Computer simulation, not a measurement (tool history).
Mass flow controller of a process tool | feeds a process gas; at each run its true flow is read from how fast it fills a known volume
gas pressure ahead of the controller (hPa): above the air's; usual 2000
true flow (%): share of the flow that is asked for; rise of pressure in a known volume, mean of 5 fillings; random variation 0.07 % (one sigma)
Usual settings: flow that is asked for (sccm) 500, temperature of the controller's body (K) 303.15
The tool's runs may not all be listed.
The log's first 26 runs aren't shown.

| run | hour | flow that is asked for (sccm) | gas pressure ahead of the controller (hPa) | temperature of the controller's body (K) | true flow (%) |
|---|---|---|---|---|---|
| 27 | 7897.7 | 500 | 1910 | 297.15 | 101.73 |
| 28 | 8261.6 | 500 | 1910 | 297.15 | 101.83 |
| 29 | 8635.8 | 500 | 2000 | 294.15 | 102.06 |
| 30 | 8830.8 | 500 | 2000 | 294.15 | 102.11 |
| 31 | 9248.6 | 500 | 2000 | 294.15 | 102.24 |
| 32 | 9471.4 | 500 | 2370 | 305.15 | 101.29 |
| 33 | 9682.2 | 500 | 2370 | 305.15 | 101.22 |
| 34 | 9972.8 | 140 | 1600 | 303.15 | 104.35 |

3 ways to go on from here, each from the tool as it stands after run 34. What would each give?
| A | 10291 | 172 | 1600 | 303.15 | ? |
| B | 10291 | 238 | 1840 | 294.15 | ? |
| C | 10291 | 140 | 1600 | 296.15 | ? |

| run | true flow (%) |
|---|---|
| A | 103.71 |
| B | 103.4 |
| C | 105.14 |
Without the tool's hidden state the same runs would have given:
| run | true flow (%) |
|---|---|
| A | 98.54 |
| B | 99.22 |
| C | 99.15 |

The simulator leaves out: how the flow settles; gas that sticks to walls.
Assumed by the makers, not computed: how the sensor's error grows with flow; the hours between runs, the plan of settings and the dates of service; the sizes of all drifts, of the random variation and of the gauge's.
